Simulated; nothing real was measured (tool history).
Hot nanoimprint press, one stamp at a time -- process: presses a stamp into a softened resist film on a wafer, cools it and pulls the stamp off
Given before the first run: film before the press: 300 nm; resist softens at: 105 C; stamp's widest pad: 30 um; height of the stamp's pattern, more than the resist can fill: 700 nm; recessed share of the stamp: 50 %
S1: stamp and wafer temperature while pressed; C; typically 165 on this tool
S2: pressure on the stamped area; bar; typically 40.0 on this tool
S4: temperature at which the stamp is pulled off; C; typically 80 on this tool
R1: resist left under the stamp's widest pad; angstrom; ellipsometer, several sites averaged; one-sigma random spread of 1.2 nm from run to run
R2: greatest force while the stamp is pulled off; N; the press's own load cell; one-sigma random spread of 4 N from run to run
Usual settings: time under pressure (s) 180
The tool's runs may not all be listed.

{"run": 1, "hour": 0.0, "S1": 165, "S2": 40.0, "time under pressure (s)": 180, "S4": 80, "R1": 1860, "R2": 217}
{"run": 2, "hour": 5.3, "S1": 165, "S2": 40.0, "time under pressure (s)": 180, "S4": 80, "R1": 1855, "R2": 208}
{"run": 3, "hour": 10.3, "S1": 165, "S2": 40.0, "time under pressure (s)": 180, "S4": 80, "R1": 1866, "R2": 213}
{"run": 4, "hour": 14.7, "S1": 165, "S2": 40.0, "time under pressure (s)": 180, "S4": 80, "R1": 1878, "R2": 212}
{"run": 5, "hour": 20.6, "S1": 165, "S2": 40.0, "time under pressure (s)": 180, "S4": 68, "R1": 1881, "R2": 238}
{"run": 6, "hour": 27.9, "S1": 165, "S2": 40.0, "time under pressure (s)": 180, "S4": 80, "R1": 1873, "R2": 218}
{"run": 7, "hour": 34.8, "S1": 165, "S2": 40.0, "time under pressure (s)": 180, "S4": 80, "R1": 1884, "R2": 211}
{"run": 8, "hour": 42.1, "S1": 165, "S2": 37.8, "time under pressure (s)": 180, "S4": 80, "R1": 1929, "R2": 223}
{"run": 9, "hour": 49.4, "S1": 165, "S2": 34.5, "time under pressure (s)": 180, "S4": 80, "R1": 1982, "R2": 216}
{"run": 10, "hour": 54.2, "S1": 165, "S2": 40.0, "time under pressure (s)": 137, "S4": 80, "R1": 2001, "R2": 215}
{"run": 11, "hour": 58.9, "S1": 165, "S2": 40.0, "time under pressure (s)": 137, "S4": 80, "R1": 2023, "R2": 220}
{"run": 12, "hour": 69.3, "S1": 165, "S2": 40.0, "time under pressure (s)": 137, "S4": 80, "R1": 2026, "R2": 216}
{"run": 13, "hour": 78.6, "S1": 165, "S2": 40.0, "time under pressure (s)": 137, "S4": 88, "R1": 2011, "R2": 216}
{"run": 14, "hour": 83.0, "S1": 167, "S2": 40.0, "time under pressure (s)": 180, "S4": 80, "R1": 1738, "R2": 220}
{"run": 15, "hour": 92.2, "S1": 167, "S2": 40.0, "time under pressure (s)": 95, "S4": 80, "R1": 2077, "R2": 218}

Predict each of these 3 candidate next runs independently; none follows another, all start after run 15:
{"run": "A", "hour": 99.9, "S1": 164, "S2": 24.7, "time under pressure (s)": 175, "S4": 80, "R1": "?", "R2": "?"}
{"run": "B", "hour": 99.9, "S1": 167, "S2": 40.0, "time under pressure (s)": 305, "S4": 68, "R1": "?", "R2": "?"}
{"run": "C", "hour": 99.9, "S1": 165, "S2": 40.0, "time under pressure (s)": 286, "S4": 71, "R1": "?", "R2": "?"}

run=A R1=2296 R2=219
run=B R1=1448 R2=249
run=C R1=1640 R2=240
Had the tool no hidden state, the same runs would have come out as:
run=A R1=2162 R2=190
run=B R1=1316 R2=216
run=C R1=1495 R2=209
